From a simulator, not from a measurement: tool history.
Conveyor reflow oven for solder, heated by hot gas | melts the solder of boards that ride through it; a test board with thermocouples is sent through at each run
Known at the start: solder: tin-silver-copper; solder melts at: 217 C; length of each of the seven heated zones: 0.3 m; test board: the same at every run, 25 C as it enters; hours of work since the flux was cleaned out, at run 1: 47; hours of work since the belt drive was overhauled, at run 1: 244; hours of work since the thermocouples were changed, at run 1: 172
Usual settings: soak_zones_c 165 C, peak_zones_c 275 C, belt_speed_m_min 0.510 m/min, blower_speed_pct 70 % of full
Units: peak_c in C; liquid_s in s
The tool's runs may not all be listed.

| run | day | soak_zones_c | peak_zones_c | belt_speed_m_min | blower_speed_pct | hours of work since the flux was cleaned out | hours of work since the belt drive was overhauled | hours of work since the thermocouples were changed | peak_c | liquid_s |
|---|---|---|---|---|---|---|---|---|---|---|
| 1 | 0.000 | 165 | 275 | 0.510 | 70 | 47 | 244 | 172 | 254.2 | 51.0 |
| 2 | 0.321 | 165 | 275 | 0.510 | 70 | 52 | 249 | 177 | 254.2 | 50.8 |
| 3 | 0.596 | 165 | 275 | 0.510 | 70 | 57 | 254 | 182 | 255.0 | 50.8 |
| 4 | 0.796 | 165 | 275 | 0.510 | 70 | 60 | 257 | 185 | 255.0 | 50.6 |
| 5 | 1.146 | 165 | 282 | 0.510 | 70 | 66 | 263 | 192 | 261.0 | 54.3 |
| 6 | 1.350 | 165 | 282 | 0.510 | 70 | 70 | 267 | 195 | 260.7 | 54.5 |
| 7 | 1.700 | 165 | 282 | 0.510 | 70 | 76 | 273 | 201 | 260.0 | 54.6 |
| 8 | 2.017 | 165 | 268 | 0.510 | 70 | 82 | 279 | 207 | 248.5 | 46.2 |
| 9 | 2.338 | 165 | 268 | 0.510 | 70 | 87 | 284 | 212 | 248.0 | 46.8 |
| 10 | 2.504 | 165 | 268 | 0.510 | 70 | 90 | 287 | 215 | 249.4 | 47.3 |
| 11 | 2.754 | 165 | 289 | 0.510 | 70 | 94 | 291 | 219 | 266.6 | 58.1 |
| 12 | 3.133 | 176 | 289 | 0.510 | 70 | 101 | 298 | 226 | 268.3 | 61.8 |
| 13 | 3.438 | 165 | 275 | 0.510 | 70 | 106 | 303 | 231 | 253.4 | 51.0 |
| 14 | 3.696 | 165 | 275 | 0.510 | 70 | 110 | 307 | 235 | 254.1 | 51.2 |
| 15 | 4.067 | 165 | 275 | 0.510 | 70 | 117 | 314 | 242 | 254.8 | 50.8 |
| 16 | 4.454 | 165 | 275 | 0.510 | 70 | 124 | 321 | 249 | 254.5 | 51.2 |
| 17 | 4.717 | 165 | 275 | 0.510 | 70 | 128 | 325 | 253 | 253.6 | 50.7 |
| 18 | 5.012 | 165 | 275 | 0.510 | 52 | 133 | 330 | 258 | 249.1 | 46.0 |
| 19 | 5.183 | 171 | 266 | 0.597 | 52 | 136 | 333 | 261 | 235.8 | 29.5 |
| 20 | 5.558 | 171 | 278 | 0.597 | 90 | 143 | 340 | 268 | 256.7 | 45.2 |
| 21 | 5.817 | 165 | 274 | 0.510 | 70 | 147 | 344 | 272 | 253.6 | 50.2 |
| 22 | 6.079 | 165 | 274 | 0.510 | 70 | 152 | 349 | 277 | 254.0 | 50.2 |
| 23 | 6.379 | 165 | 274 | 0.510 | 70 | 157 | 354 | 282 | 253.2 | 50.7 |
| 24 | 6.604 | 173 | 278 | 0.436 | 77 | 161 | 358 | 286 | 264.9 | 70.4 |
| 25 | 6.900 | 169 | 273 | 0.510 | 70 | 166 | 363 | 291 | 253.9 | 50.5 |
| 26 | 7.188 | 165 | 284 | 0.510 | 53 | 171 | 368 | 296 | 257.2 | 52.3 |
| 27 | 7.512 | 174 | 288 | 0.510 | 62 | 176 | 373 | 301 | 265.6 | 58.9 |
| 28 | 7.800 | 174 | 286 | 0.510 | 63 | 181 | 378 | 306 | 263.7 | 59.0 |
| 29 | 7.958 | 152 | 283 | 0.433 | 63 | 184 | 381 | 309 | 264.3 | 63.3 |

4 ways to go on from here, each from the tool as it stands after run 29. What would each give?
| A | 8.312 | 152 | 288 | 0.480 | 58 | 190 | 387 | 315 | ? | ? |
| B | 8.312 | 171 | 283 | 0.546 | 72 | 190 | 387 | 315 | ? | ? |
| C | 8.312 | 155 | 275 | 0.510 | 71 | 190 | 387 | 315 | ? | ? |
| D | 8.312 | 170 | 275 | 0.515 | 51 | 190 | 387 | 315 | ? | ? |

| run | peak_c | liquid_s |
|---|---|---|
| A | 262.5 | 55.5 |
| B | 260.4 | 52.1 |
| C | 252.6 | 46.8 |
| D | 249.9 | 47.7 |
Without the tool's hidden state the same runs would have given:
| run | peak_c | liquid_s |
|---|---|---|
| A | 262.7 | 55.5 |
| B | 260.5 | 52.2 |
| C | 252.8 | 46.9 |
| D | 250.0 | 47.9 |
